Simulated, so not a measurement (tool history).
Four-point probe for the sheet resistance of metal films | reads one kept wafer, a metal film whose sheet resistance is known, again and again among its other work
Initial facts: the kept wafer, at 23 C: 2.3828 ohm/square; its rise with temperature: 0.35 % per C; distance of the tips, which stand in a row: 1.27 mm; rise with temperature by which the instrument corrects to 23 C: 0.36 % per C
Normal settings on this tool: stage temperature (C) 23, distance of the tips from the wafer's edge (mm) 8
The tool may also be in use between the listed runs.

run	hour	stage temperature (C)	distance of the tips from the wafer's edge (mm)	sheet resistance as the instrument gives it (ohm/square)
1	0	23	8	2.397894
2	16.6	23	8	2.397517
3	36.3	23	8	2.397574
4	56.5	23	33	2.36795
5	82.4	23	33	2.367393
6	104.7	23	33	2.367779
7	129.2	23	33	2.366862
8	149	23	33	2.368024
9	175.9	19	8	2.397556
10	197.6	23	8	2.397929
11	225.4	23	8	2.396838
12	239.4	23	8	2.396703
13	260.5	23	8	2.396917
14	273	23	8	2.396637
15	294.9	24	8	2.396879
16	311	24	8	2.396706
17	336.7	24	8	2.396036
18	359.6	24	8	2.396763
19	380.8	24	8	2.396373
20	407.1	24	8	2.396618
21	426.6	23	8	2.396353
22	437.9	23	34	2.366416
23	463.8	23	34	2.366887
24	484.1	20	16	2.37321
25	502.7	22	15	2.373073
26	518.7	33	62	2.362843
27	532.3	24	5	2.442625
28	556.5	23	10	2.384337
29	573.1	31	4	2.485315
30	591.1	31	4	2.484573
31	608.9	25	3	2.569801
32	630.7	22	41	2.364819
33	658.4	22	41	2.364379
# hour 660.7: stage's thermometer calibrated
34	678.1	31	49	2.36038
35	699.8	27	28	2.363555
36	711.6	27	19	2.366644
37	736.7	30	8	2.391852
38	756.9	18	8	2.394273
39	778.9	19	8	2.39432
# hour 785.9: stage's thermometer calibrated, once more
40	804.3	19	12	2.38214
41	824.5	27	20	2.371658
42	838.5	27	20	2.370991
43	861	18	20	2.373183
44	880.1	27	10	2.38736

Estimate the outcome of run 45 from the log above:
45	897.8	22	42	?

{"run 45": {"sheet resistance as the instrument gives it (ohm/square)": 2.368542}}
On a tool with no hidden condition, and with the same random variation, this run would have come out at sheet resistance as the instrument gives it (ohm/square) 2.384203.

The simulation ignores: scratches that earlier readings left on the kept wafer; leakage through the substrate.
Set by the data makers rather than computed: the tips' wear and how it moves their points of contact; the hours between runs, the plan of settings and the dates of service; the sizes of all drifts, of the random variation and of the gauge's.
